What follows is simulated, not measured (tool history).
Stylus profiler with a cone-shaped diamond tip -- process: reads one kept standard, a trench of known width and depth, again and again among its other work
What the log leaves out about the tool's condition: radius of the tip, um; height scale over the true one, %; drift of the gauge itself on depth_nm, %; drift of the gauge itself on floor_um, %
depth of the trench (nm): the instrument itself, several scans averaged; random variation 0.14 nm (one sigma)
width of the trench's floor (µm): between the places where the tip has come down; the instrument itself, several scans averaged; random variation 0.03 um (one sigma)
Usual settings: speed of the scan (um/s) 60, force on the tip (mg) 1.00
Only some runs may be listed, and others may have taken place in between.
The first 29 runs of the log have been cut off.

| run | hour | speed of the scan (um/s) | force on the tip (mg) | scans with this tip | hours of work since the height scale was calibrated | depth of the trench (nm) | width of the trench's floor (µm) |
|---|---|---|---|---|---|---|---|
| 30 | 661.1 | 40 | 0.81 | 6393 | 29 | 502.17 | 95.79 |
| 31 | 691.8 | 60 | 0.55 | 6566 | 44 | 501.49 | 95.42 |
| 32 | 717.4 | 60 | 1.05 | 6710 | 56 | 502.87 | 95.65 |
| 33 | 743.5 | 70 | 0.40 | 6857 | 68 | 500.58 | 95.14 |
| 34 | 757.4 | 30 | 1.07 | 6936 | 75 | 502.90 | 95.96 |
|  | 780.2 | height scale calibrated on a step standard, once more |
| 35 | 780.3 | 15 | 0.40 | 7061 | 0 | 502.04 | 96.04 |
| 36 | 794.5 | 35 | 0.57 | 7142 | 7 | 502.38 | 95.77 |
| 37 | 818.2 | 35 | 0.57 | 7275 | 18 | 502.50 | 95.76 |
| 38 | 832.9 | 173 | 0.78 | 7358 | 25 | 503.50 | 94.25 |
| 39 | 866.0 | 173 | 0.78 | 7544 | 41 | 503.35 | 94.22 |
| 40 | 898.6 | 92 | 1.74 | 7728 | 56 | 505.35 | 95.46 |
| 41 | 915.8 | 92 | 1.01 | 7824 | 64 | 503.81 | 95.21 |
| 42 | 948.1 | 78 | 0.44 | 8006 | 80 | 501.91 | 94.99 |
| 43 | 974.7 | 78 | 0.44 | 8156 | 92 | 502.23 | 94.92 |
| 44 | 995.5 | 61 | 2.38 | 8273 | 102 | 506.62 | 95.69 |
| 45 | 1009.2 | 60 | 0.47 | 8350 | 109 | 502.22 | 95.20 |
| 46 | 1023.2 | 60 | 0.47 | 8429 | 115 | 502.11 | 95.16 |

Here are 3 independent what-if runs from the current tool condition. What would each one return?
| A | 1039.8 | 201 | 2.43 | 8523 | 123 | ? | ? |
| B | 1039.8 | 39 | 0.47 | 8523 | 123 | ? | ? |
| C | 1039.8 | 142 | 0.48 | 8523 | 123 | ? | ? |

| run | depth of the trench (nm) | width of the trench's floor (µm) |
|---|---|---|
| A | 506.43 | 94.76 |
| B | 501.86 | 95.46 |
| C | 502.18 | 94.02 |
Without the tool's hidden state the same runs would have given:
| run | depth of the trench (nm) | width of the trench's floor (µm) |
|---|---|---|
| A | 506.51 | 95.68 |
| B | 501.93 | 96.38 |
| C | 502.25 | 94.94 |
